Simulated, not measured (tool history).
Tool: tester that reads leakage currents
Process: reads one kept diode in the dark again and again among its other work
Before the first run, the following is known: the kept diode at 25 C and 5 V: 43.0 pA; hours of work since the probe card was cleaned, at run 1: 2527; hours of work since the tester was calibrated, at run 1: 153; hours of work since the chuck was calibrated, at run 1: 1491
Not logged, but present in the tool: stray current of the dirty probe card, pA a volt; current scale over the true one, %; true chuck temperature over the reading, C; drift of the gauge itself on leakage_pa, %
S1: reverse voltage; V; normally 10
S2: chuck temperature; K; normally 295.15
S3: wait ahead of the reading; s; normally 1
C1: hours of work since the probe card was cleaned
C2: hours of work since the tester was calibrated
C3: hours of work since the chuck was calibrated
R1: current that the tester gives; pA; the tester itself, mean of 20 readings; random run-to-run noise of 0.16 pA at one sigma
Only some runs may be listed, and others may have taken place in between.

{"run": 1, "hour": 0.0, "S1": 10, "S2": 295.15, "S3": 1, "C1": 2527, "C2": 153, "C3": 1491, "R1": 53.39}
{"run": 2, "hour": 24.4, "S1": 9.6, "S2": 295.15, "S3": 1, "C1": 2540, "C2": 166, "C3": 1504, "R1": 51.99}
{"run": 3, "hour": 52.5, "S1": 10, "S2": 300.15, "S3": 1, "C1": 2555, "C2": 182, "C3": 1519, "R1": 79.16}
{"run": 4, "hour": 91.7, "S1": 11.7, "S2": 295.15, "S3": 1, "C1": 2576, "C2": 203, "C3": 1541, "R1": 59.55}
{"run": 5, "hour": 125.8, "S1": 11.7, "S2": 295.15, "S3": 1, "C1": 2595, "C2": 221, "C3": 1559, "R1": 59.32}
{"run": 6, "hour": 155.9, "S1": 11.7, "S2": 295.15, "S3": 1, "C1": 2611, "C2": 238, "C3": 1575, "R1": 59.91}
{"run": 7, "hour": 194.4, "S1": 11.7, "S2": 295.15, "S3": 1, "C1": 2632, "C2": 259, "C3": 1596, "R1": 59.95}
{"run": 8, "hour": 220.0, "S1": 10, "S2": 295.15, "S3": 2.93, "C1": 2646, "C2": 272, "C3": 1610, "R1": 51.97}
{"run": 9, "hour": 250.1, "S1": 10, "S2": 295.15, "S3": 0.31, "C1": 2662, "C2": 289, "C3": 1626, "R1": 59.38}
{"run": 10, "hour": 287.2, "S1": 10, "S2": 295.15, "S3": 0.31, "C1": 2682, "C2": 309, "C3": 1646, "R1": 59.09}
{"run": 11, "hour": 305.9, "S1": 10, "S2": 295.15, "S3": 0.31, "C1": 2692, "C2": 319, "C3": 1657, "R1": 59.57}
{"run": 12, "hour": 323.7, "S1": 16.9, "S2": 295.15, "S3": 1, "C1": 2702, "C2": 329, "C3": 1666, "R1": 76.28}
{"run": 13, "hour": 343.9, "S1": 16.9, "S2": 295.15, "S3": 1, "C1": 2713, "C2": 340, "C3": 1677, "R1": 76.73}
{"run": 14, "hour": 363.7, "S1": 10, "S2": 295.15, "S3": 1, "C1": 2724, "C2": 350, "C3": 1688, "R1": 53.65}
{"run": 15, "hour": 379.9, "S1": 10, "S2": 295.15, "S3": 1, "C1": 2732, "C2": 359, "C3": 1697, "R1": 53.39}
{"run": 16, "hour": 409.6, "S1": 3.7, "S2": 295.15, "S3": 1, "C1": 2748, "C2": 375, "C3": 1713, "R1": 28.17}
{"run": 17, "hour": 433.8, "S1": 3.7, "S2": 295.15, "S3": 1, "C1": 2762, "C2": 388, "C3": 1726, "R1": 28.18}
{"run": 18, "hour": 451.1, "S1": 3.7, "S2": 295.15, "S3": 1, "C1": 2771, "C2": 398, "C3": 1735, "R1": 28.37}
{"run": 19, "hour": 488.8, "S1": 3.7, "S2": 295.15, "S3": 1, "C1": 2791, "C2": 418, "C3": 1756, "R1": 28.21}
{"run": 20, "hour": 509.9, "S1": 10, "S2": 295.15, "S3": 1, "C1": 2803, "C2": 429, "C3": 1767, "R1": 53.74}
{"run": 21, "hour": 528.5, "S1": 4.8, "S2": 302.15, "S3": 0.65, "C1": 2813, "C2": 440, "C3": 1777, "R1": 59.56}
{"run": 22, "hour": 562.0, "S1": 10, "S2": 304.15, "S3": 4.45, "C1": 2831, "C2": 458, "C3": 1795, "R1": 105.59}
{"run": 23, "hour": 594.5, "S1": 10, "S2": 298.15, "S3": 0.3, "C1": 2849, "C2": 475, "C3": 1813, "R1": 72.84}
{"run": 24, "hour": 615.0, "S1": 10, "S2": 298.15, "S3": 0.3, "C1": 2860, "C2": 486, "C3": 1824, "R1": 73.04}
{"run": 25, "hour": 648.9, "S1": 10.9, "S2": 314.15, "S3": 0.71, "C1": 2878, "C2": 505, "C3": 1842, "R1": 257.68}
{"run": 26, "hour": 675.3, "S1": 10.9, "S2": 314.15, "S3": 0.71, "C1": 2892, "C2": 519, "C3": 1857, "R1": 256.9}
{"run": 27, "hour": 691.8, "S1": 10, "S2": 295.15, "S3": 2.26, "C1": 2901, "C2": 528, "C3": 1866, "R1": 52.12}
{"run": 28, "hour": 730.5, "S1": 13.3, "S2": 303.15, "S3": 3.55, "C1": 2922, "C2": 549, "C3": 1887, "R1": 115.78}
{"run": 29, "hour": 766.5, "S1": 1.7, "S2": 315.15, "S3": 1, "C1": 2942, "C2": 568, "C3": 1906, "R1": 97.55}
{"run": 30, "hour": 801.0, "S1": 12.1, "S2": 293.15, "S3": 1, "C1": 2960, "C2": 587, "C3": 1925, "R1": 53.23}
{"run": 31, "hour": 821.4, "S1": 16.2, "S2": 322.15, "S3": 3.69, "C1": 2972, "C2": 598, "C3": 1936, "R1": 606.27}
{"run": 32, "hour": 842.7, "S1": 2.3, "S2": 294.15, "S3": 1, "C1": 2983, "C2": 610, "C3": 1947, "R1": 19.12}
{"run": 33, "hour": 865.2, "S1": 4.6, "S2": 295.15, "S3": 1, "C1": 2995, "C2": 622, "C3": 1960, "R1": 32.3}
{"hour": 882.0, "done": "probe card cleaned and baked"}
{"run": 34, "hour": 894.2, "S1": 7.2, "S2": 314.15, "S3": 0.42, "C1": 7, "C2": 636, "C3": 1974, "R1": 194.93}
{"run": 35, "hour": 929.0, "S1": 1.3, "S2": 325.15, "S3": 1, "C1": 25, "C2": 655, "C3": 1992, "R1": 188.45}
{"run": 36, "hour": 956.5, "S1": 3.8, "S2": 318.15, "S3": 0.33, "C1": 40, "C2": 670, "C3": 2007, "R1": 191.58}
{"hour": 986.0, "done": "chuck's temperature calibrated"}
{"run": 37, "hour": 994.9, "S1": 19, "S2": 300.15, "S3": 2.17, "C1": 60, "C2": 689, "C3": 5, "R1": 110.64}
{"run": 38, "hour": 1017.2, "S1": 2.1, "S2": 320.15, "S3": 3.6, "C1": 72, "C2": 702, "C3": 17, "R1": 189.89}
{"run": 39, "hour": 1043.5, "S1": 2.1, "S2": 320.15, "S3": 3.6, "C1": 86, "C2": 716, "C3": 31, "R1": 189.42}

What if the next run were any one of these 4? Each begins from the tool's condition after run 39:
{"run": "A", "hour": 1065.2, "S1": 10, "S2": 308.15, "S3": 1.32, "C1": 98, "C2": 728, "C3": 43, "R1": "?"}
{"run": "B", "hour": 1065.2, "S1": 10, "S2": 304.15, "S3": 4.88, "C1": 98, "C2": 728, "C3": 43, "R1": "?"}
{"run": "C", "hour": 1065.2, "S1": 6, "S2": 332.15, "S3": 1.43, "C1": 98, "C2": 728, "C3": 43, "R1": "?"}
{"run": "D", "hour": 1065.2, "S1": 18.4, "S2": 320.15, "S3": 0.37, "C1": 98, "C2": 728, "C3": 43, "R1": "?"}

run=A R1=159.39
run=B R1=110.47
run=C R1=882.57
run=D R1=634.31
Stripped of hidden state, with their random variation kept, the same runs would have yielded:
run=A R1=160.21
run=B R1=110.92
run=C R1=888.64
run=D R1=638.22
